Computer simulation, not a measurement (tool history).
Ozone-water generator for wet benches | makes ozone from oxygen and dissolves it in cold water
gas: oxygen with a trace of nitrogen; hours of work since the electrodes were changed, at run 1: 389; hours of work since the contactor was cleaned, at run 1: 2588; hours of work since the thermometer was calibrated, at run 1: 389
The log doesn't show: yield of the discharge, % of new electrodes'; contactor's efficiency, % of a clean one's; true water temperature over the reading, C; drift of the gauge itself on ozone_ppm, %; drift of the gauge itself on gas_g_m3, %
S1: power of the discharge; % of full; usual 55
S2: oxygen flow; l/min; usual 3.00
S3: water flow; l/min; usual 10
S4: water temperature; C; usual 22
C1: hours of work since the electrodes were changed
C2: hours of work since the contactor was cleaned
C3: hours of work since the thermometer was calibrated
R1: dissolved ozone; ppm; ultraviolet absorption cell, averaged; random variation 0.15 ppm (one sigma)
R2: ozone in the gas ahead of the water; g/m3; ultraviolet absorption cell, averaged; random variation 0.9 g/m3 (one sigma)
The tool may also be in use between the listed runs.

| run | hour | S1 | S2 | S3 | S4 | C1 | C2 | C3 | R1 | R2 |
|---|---|---|---|---|---|---|---|---|---|---|
| 1 | 0.0 | 55 | 3.00 | 10 | 22 | 389 | 2588 | 389 | 18.2 | 149.5 |
| 2 | 67.4 | 55 | 3.00 | 10 | 22 | 440 | 2639 | 440 | 18.2 | 148.3 |
| 3 | 135.5 | 55 | 3.00 | 10 | 22 | 492 | 2691 | 492 | 18.2 | 150.3 |
| 4 | 222.5 | 55 | 3.00 | 10 | 22 | 558 | 2757 | 558 | 18.4 | 148.2 |
| 5 | 297.5 | 55 | 3.00 | 10 | 22 | 615 | 2814 | 615 | 18.2 | 149.5 |
| 6 | 397.6 | 55 | 3.00 | 10 | 22 | 691 | 2890 | 691 | 18.4 | 149.1 |
| 7 | 454.3 | 55 | 3.00 | 10 | 22 | 735 | 2933 | 735 | 18.1 | 149.1 |
| 8 | 567.3 | 55 | 2.69 | 10 | 22 | 821 | 3019 | 821 | 18.4 | 156.9 |
| 9 | 676.7 | 55 | 2.69 | 10 | 22 | 904 | 3103 | 904 | 18.0 | 155.9 |
| 10 | 755.2 | 58 | 4.10 | 10 | 23 | 964 | 3162 | 964 | 18.1 | 131.2 |
| 11 | 864.9 | 55 | 4.98 | 8 | 22 | 1047 | 3246 | 1047 | 19.1 | 115.2 |
| 12 | 967.1 | 43 | 3.06 | 6 | 17 | 1125 | 3324 | 1125 | 22.7 | 125.1 |
| 13 | 1062.1 | 81 | 2.67 | 11 | 22 | 1197 | 3396 | 1197 | 21.7 | 198.8 |
| 14 | 1115.3 | 81 | 3.38 | 9 | 22 | 1238 | 3437 | 1238 | 24.4 | 177.0 |
| 15 | 1215.6 | 81 | 3.38 | 9 | 22 | 1314 | 3513 | 1314 | 24.5 | 179.7 |
| 16 | 1324.7 | 81 | 3.38 | 9 | 22 | 1397 | 3596 | 1397 | 24.4 | 178.2 |
| 17 | 1442.0 | 45 | 2.17 | 10 | 19 | 1486 | 3685 | 1486 | 16.7 | 154.1 |

Forecast each of these 5 alternatives for the next run:
| A | 1534.3 | 55 | 3.00 | 13 | 22 | 1557 | 3755 | 1557 | ? | ? |
| B | 1534.3 | 45 | 2.17 | 9 | 19 | 1557 | 3755 | 1557 | ? | ? |
| C | 1534.3 | 45 | 2.17 | 15 | 19 | 1557 | 3755 | 1557 | ? | ? |
| D | 1534.3 | 59 | 3.00 | 6 | 22 | 1557 | 3755 | 1557 | ? | ? |
| E | 1534.3 | 58 | 1.85 | 11 | 22 | 1557 | 3755 | 1557 | ? | ? |

| run | R1 | R2 |
|---|---|---|
| A | 15.5 | 148.1 |
| B | 17.9 | 154.2 |
| C | 12.1 | 154.9 |
| D | 25.0 | 156.1 |
| E | 17.1 | 196.7 |
Without the tool's hidden state the same runs would have given:
| run | R1 | R2 |
|---|---|---|
| A | 15.6 | 148.2 |
| B | 17.9 | 154.4 |
| C | 12.2 | 155.0 |
| D | 25.1 | 156.2 |
| E | 17.2 | 196.9 |
